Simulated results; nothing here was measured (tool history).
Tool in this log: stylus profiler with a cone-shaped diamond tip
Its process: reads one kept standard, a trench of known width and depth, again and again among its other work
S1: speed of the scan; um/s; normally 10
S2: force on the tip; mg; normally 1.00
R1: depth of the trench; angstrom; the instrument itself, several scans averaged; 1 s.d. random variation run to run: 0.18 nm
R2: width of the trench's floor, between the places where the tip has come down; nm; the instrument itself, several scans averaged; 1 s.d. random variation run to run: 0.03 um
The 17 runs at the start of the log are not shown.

| run | hour | S1 | S2 | R1 | R2 |
|---|---|---|---|---|---|
| 18 | 948.3 | 10 | 0.62 | 10065.9 | 95940 |
| 19 | 984.2 | 2 | 2.24 | 10154.4 | 95930 |
| 20 | 1025.2 | 15 | 2.83 | 10177.4 | 95950 |
| 21 | 1074.1 | 8 | 0.95 | 10084.4 | 95960 |
| 22 | 1117.6 | 15 | 1.23 | 10101.9 | 95920 |
| 23 | 1195.5 | 28 | 1.00 | 10088.4 | 95840 |
| 24 | 1256.6 | 19 | 0.39 | 10049.8 | 95870 |
| 25 | 1290.8 | 3 | 0.36 | 10045.2 | 95950 |
| 26 | 1361.2 | 4 | 1.16 | 10098.0 | 95930 |
|  | 1398.8 | new tip fitted, height scale calibrated |
| 27 | 1398.8 | 3 | 0.54 | 10059.0 | 95990 |
| 28 | 1430.7 | 7 | 0.88 | 10081.8 | 96020 |
| 29 | 1463.7 | 5 | 1.85 | 10135.5 | 96020 |
| 30 | 1506.0 | 32 | 0.34 | 10041.1 | 95800 |
| 31 | 1557.4 | 2 | 2.12 | 10149.1 | 96030 |

Each row is a separate what-if for the run after 31, all from the same tool condition, not one after another. Results?
| A | 1609.9 | 27 | 0.42 | ? | ? |
| B | 1609.9 | 35 | 0.52 | ? | ? |
| C | 1609.9 | 20 | 1.63 | ? | ? |
| D | 1609.9 | 4 | 0.50 | ? | ? |
| E | 1609.9 | 4 | 1.00 | ? | ? |

| run | R1 | R2 |
|---|---|---|
| A | 10050.2 | 95860 |
| B | 10059.5 | 95820 |
| C | 10126.2 | 95990 |
| D | 10056.6 | 96000 |
| E | 10090.3 | 96000 |
The same runs, with their run-to-run variation unchanged, on a tool lacking any hidden condition would have given:
| run | R1 | R2 |
|---|---|---|
| A | 10050.2 | 95860 |
| B | 10059.5 | 95820 |
| C | 10126.2 | 95990 |
| D | 10056.6 | 96000 |
| E | 10090.3 | 96010 |
